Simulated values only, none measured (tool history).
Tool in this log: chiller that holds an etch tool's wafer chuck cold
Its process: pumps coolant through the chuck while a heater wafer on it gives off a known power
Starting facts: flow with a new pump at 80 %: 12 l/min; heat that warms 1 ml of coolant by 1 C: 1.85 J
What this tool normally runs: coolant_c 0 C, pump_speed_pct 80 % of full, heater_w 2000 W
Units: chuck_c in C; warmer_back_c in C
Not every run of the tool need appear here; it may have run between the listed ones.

run    hour  coolant_c  pump_speed_pct  heater_w  chuck_c  warmer_back_c
  1       0          0              80      2000     23.5           5.43
  2    32.8          0              80      2000     23.3           5.44
  3    70.9          0              80      1402     16.2           3.74
  4   114.8         -6              80      2000     17.4           5.44
  5   155.2         -6              80      2000     17.5           5.42
  6   203.3         -6              80      2000     17.5           5.37
  7   230.7         -6              80      2000     17.5           5.46
  8   271.9         10              80      2000     33.5           5.44
  9   294.1          0              80      2000     23.6            5.4
 10   323.7          6              80      2000     29.8           5.43
 11   350.8          6              80      2000     29.6           5.46
 12   382.3          6              80      2000     29.7           5.45
 13   412.5          6              80      2000     29.7           5.41
 14   442.1          0              86      2000     22.2           5.06
 15   483.4          0              80      2000     23.5            5.4
 16   511.6          0              69      2000     26.6           6.42
      518.6  -- coolant pump overhauled
 17   537.9          0              69      1725     22.9           5.54
 18     568          5              81      1725     25.1           4.64
 19   597.2          0              95      2000     20.5           4.52
 20   642.8          8              99      2000     27.8            4.4
 21   663.8          8              99      2000       28           4.34
 22   709.7         -5              99      1685     11.7           3.64
 23     737          5              78      2209     31.9            6.3
 24     759          5              78      2209     31.8           6.27
      769.8  -- coolant pump overhauled, once more
 25   794.1          8              80      2000     31.5           5.42
 26   818.1          8              80      2000     31.4           5.35
 27   858.2         -8              75      2116     18.3           6.14
 28   898.2         -8              61      2116     23.1            7.7
 29   926.3         -8              61      1101      7.9           3.93
 30   959.9         -8              61      1101      7.8           3.97
 31  1003.7         -8              87      1166      4.5           2.83

3 ways to go on from here, each from the tool as it stands after run 31. What would each give?
  A  1043.3         -8              75      2696        ?              ?
  B  1043.3          9              78      1855        ?              ?
  C  1043.3         -5              97      1073        ?              ?

run  chuck_c  warmer_back_c
  A     25.6           7.81
  B     31.1           5.12
  C      5.5           2.31
Without the tool's unlogged condition, the same runs would have read:
run  chuck_c  warmer_back_c
  A       24           7.81
  B     30.2           5.12
  C      5.3           2.31
